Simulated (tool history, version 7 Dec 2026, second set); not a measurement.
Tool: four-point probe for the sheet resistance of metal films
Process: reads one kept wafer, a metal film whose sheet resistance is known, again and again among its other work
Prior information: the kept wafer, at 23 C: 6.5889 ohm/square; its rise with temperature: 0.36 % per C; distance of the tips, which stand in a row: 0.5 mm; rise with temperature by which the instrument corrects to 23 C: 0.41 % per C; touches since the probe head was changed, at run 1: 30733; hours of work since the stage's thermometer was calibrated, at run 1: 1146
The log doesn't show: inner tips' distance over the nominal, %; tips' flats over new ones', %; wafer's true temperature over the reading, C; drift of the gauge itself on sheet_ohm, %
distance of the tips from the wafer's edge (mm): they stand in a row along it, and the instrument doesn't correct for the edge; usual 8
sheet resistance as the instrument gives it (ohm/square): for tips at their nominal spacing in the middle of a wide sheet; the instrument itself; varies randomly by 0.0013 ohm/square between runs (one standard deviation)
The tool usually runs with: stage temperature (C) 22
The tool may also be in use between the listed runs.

run	hour	stage temperature (C)	distance of the tips from the wafer's edge (mm)	touches since the probe head was changed	hours of work since the stage's thermometer was calibrated	sheet resistance as the instrument gives it (ohm/square)
1	0	22	8	30733	1146	6.630057
2	25.8	22	8	31807	1158	6.628939
3	42.8	22	37	32511	1166	6.616891
4	75.5	22	37	33871	1182	6.616495
5	103.9	22	8	35054	1196	6.632234
6	127.5	22	8	36032	1208	6.628634
7	161.2	22	8	37436	1224	6.631636
8	180	22	8	38214	1233	6.631914
9	201.3	22	8	39102	1243	6.631729
10	229.6	22	8	40277	1257	6.632444

For run 11, what comes out?
11	246.4	31	22	40975	1265	?

{"run 11": {"sheet resistance as the instrument gives it (ohm/square)": 6.592907}}
Without the tool's hidden state the same run would have given sheet resistance as the instrument gives it (ohm/square) 6.565831.

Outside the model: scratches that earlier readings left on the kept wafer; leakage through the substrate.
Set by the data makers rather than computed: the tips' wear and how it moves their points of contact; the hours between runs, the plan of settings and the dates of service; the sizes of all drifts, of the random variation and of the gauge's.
